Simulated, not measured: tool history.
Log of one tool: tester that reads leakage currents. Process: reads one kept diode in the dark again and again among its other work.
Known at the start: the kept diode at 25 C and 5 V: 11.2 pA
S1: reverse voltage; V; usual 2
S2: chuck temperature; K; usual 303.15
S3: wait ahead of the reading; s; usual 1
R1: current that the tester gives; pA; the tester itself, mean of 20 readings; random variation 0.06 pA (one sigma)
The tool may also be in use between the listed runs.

run,hour,S1,S2,S3,R1
1,0,2,303.15,1,10.06
2,62.7,2,311.15,1,19.34
3,161.6,2,300.15,1,7.97
4,303.7,2,300.15,1,7.81
5,412.5,2,293.15,1,4.55
6,542.8,2,303.15,1,9.99
7,673.6,2,303.15,1,9.94
8,792.4,2,303.15,1,9.8
9,936.7,2,331.15,1,86.23
10,1054.8,4.58,331.15,1,139.06
11,1163.1,17.7,301.15,1.36,33.6
# hour 1172.3: chuck's temperature calibrated
12,1232.8,1.53,296.15,0.68,4.74
13,1361.5,4.17,308.15,8.01,19.8
14,1468.5,1.72,294.15,1,4.11
15,1529.9,1.72,294.15,1,4.14
16,1662.1,2.19,295.15,1,5.24

Forecast each of these 4 alternatives for the next run:
A,1760.2,2.19,295.15,1.92,?
B,1760.2,1.89,330.15,0.58,?
C,1760.2,2.19,297.15,1,?
D,1760.2,19.15,307.15,0.97,?

run,R1
A,4.71
B,70.45
C,6.04
D,52.37
Without the tool's hidden state the same runs would have given:
run,R1
A,5.63
B,89.28
C,7.24
D,61.44
